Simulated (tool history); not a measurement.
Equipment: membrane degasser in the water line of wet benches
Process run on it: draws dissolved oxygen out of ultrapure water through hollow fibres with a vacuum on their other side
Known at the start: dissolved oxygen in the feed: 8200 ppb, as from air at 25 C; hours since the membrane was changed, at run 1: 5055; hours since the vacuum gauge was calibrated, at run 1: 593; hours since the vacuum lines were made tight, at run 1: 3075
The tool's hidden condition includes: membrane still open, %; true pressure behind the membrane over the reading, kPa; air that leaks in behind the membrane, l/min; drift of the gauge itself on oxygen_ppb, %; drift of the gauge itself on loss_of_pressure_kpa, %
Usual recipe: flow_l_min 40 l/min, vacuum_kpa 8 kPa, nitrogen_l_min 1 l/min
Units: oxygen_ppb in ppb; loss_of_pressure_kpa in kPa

run,hour,flow_l_min,vacuum_kpa,nitrogen_l_min,hours since the membrane was changed,hours since the vacuum gauge was calibrated,hours since the vacuum lines were made tight,oxygen_ppb,loss_of_pressure_kpa
1,0,40,8,1,5055,593,3075,439.7,25.21
2,169.5,40,17.55,1,5225,762,3244,1092.8,25.21
3,369.5,40,17.55,1,5425,962,3444,1093.6,25.25
4,515.1,40,17.55,1,5570,1108,3590,1092.3,25.24
5,705.2,30,17.55,1,5761,1298,3780,856,18.83
6,826.3,26,8,1,5882,1419,3901,277.7,16.62
7,914.4,26,8,1,5970,1507,3989,277.4,16.66
8,1030.6,40,8,1,6086,1624,4105,441.7,25.12
9,1164,40,8,1,6219,1757,4239,444.4,25.31
10,1354.5,40,8,1,6410,1947,4429,442.5,25.36
11,1515.9,40,8,1,6571,2109,4590,442.9,25.45
12,1658.5,40,8,1,6714,2251,4733,441.7,25.4
13,1857.8,40,8,1,6913,2451,4932,443.4,25.27
14,1973.1,40,8,1,7028,2566,5048,443.7,25.2
15,2056.7,40,8,0.82,7112,2650,5131,504.6,25.08
16,2160.1,40,12.73,0.82,7215,2753,5235,890.9,25.43
17,2352,40,12.73,1.04,7407,2945,5427,757.1,25.22
18,2487.3,40,8,2.49,7543,3080,5562,247.5,25.44
19,2607.1,55,6.05,1.39,7662,3200,5682,400.2,35.08
20,2738,30,10.56,1.39,7793,3331,5813,367.1,18.72
# hour 2869.6: vacuum gauge calibrated
21,2873.5,29,14.02,1.67,7928,4,5948,432.4,18.42
22,2973.7,56,12.94,1.67,8028,104,6048,798.2,35.63
23,3110.6,56,14.26,1.67,8165,241,6185,872.5,35.63
24,3236.5,56,14.26,1.67,8291,367,6311,875.6,35.45
25,3349.9,51,14.45,1.15,8405,480,6424,1022.1,32.49
26,3491.7,51,14.45,1.15,8546,622,6566,1022.2,32.35
27,3592.9,57,8,0.51,8648,723,6667,920.5,36.49
28,3737.3,40,8.08,0.94,8792,868,6811,464.6,25.48
29,3908.8,53,8,1,8964,1039,6983,608.8,33.58
30,4006.5,26,16.47,1,9061,1137,7081,708.5,16.5
31,4132.3,26,16.47,1,9187,1263,7206,704.7,16.49

The same runs without the tool's hidden state, with the same run-to-run variation:
run,loss_of_pressure_kpa
1,25.21
2,25.19
3,25.21
4,25.18
5,18.77
6,16.57
7,16.6
8,25.02
9,25.2
10,25.22
11,25.3
12,25.24
13,25.09
14,25.01
15,24.88
16,25.22
17,24.99
18,25.2
19,34.73
20,18.52
21,18.22
22,35.22
23,35.2
24,35.02
25,32.08
26,31.92
27,36
28,25.12
29,33.08
30,16.24
31,16.23
For oxygen_ppb, the value without the hidden state is never more than 0.3 ppb from the measured value.
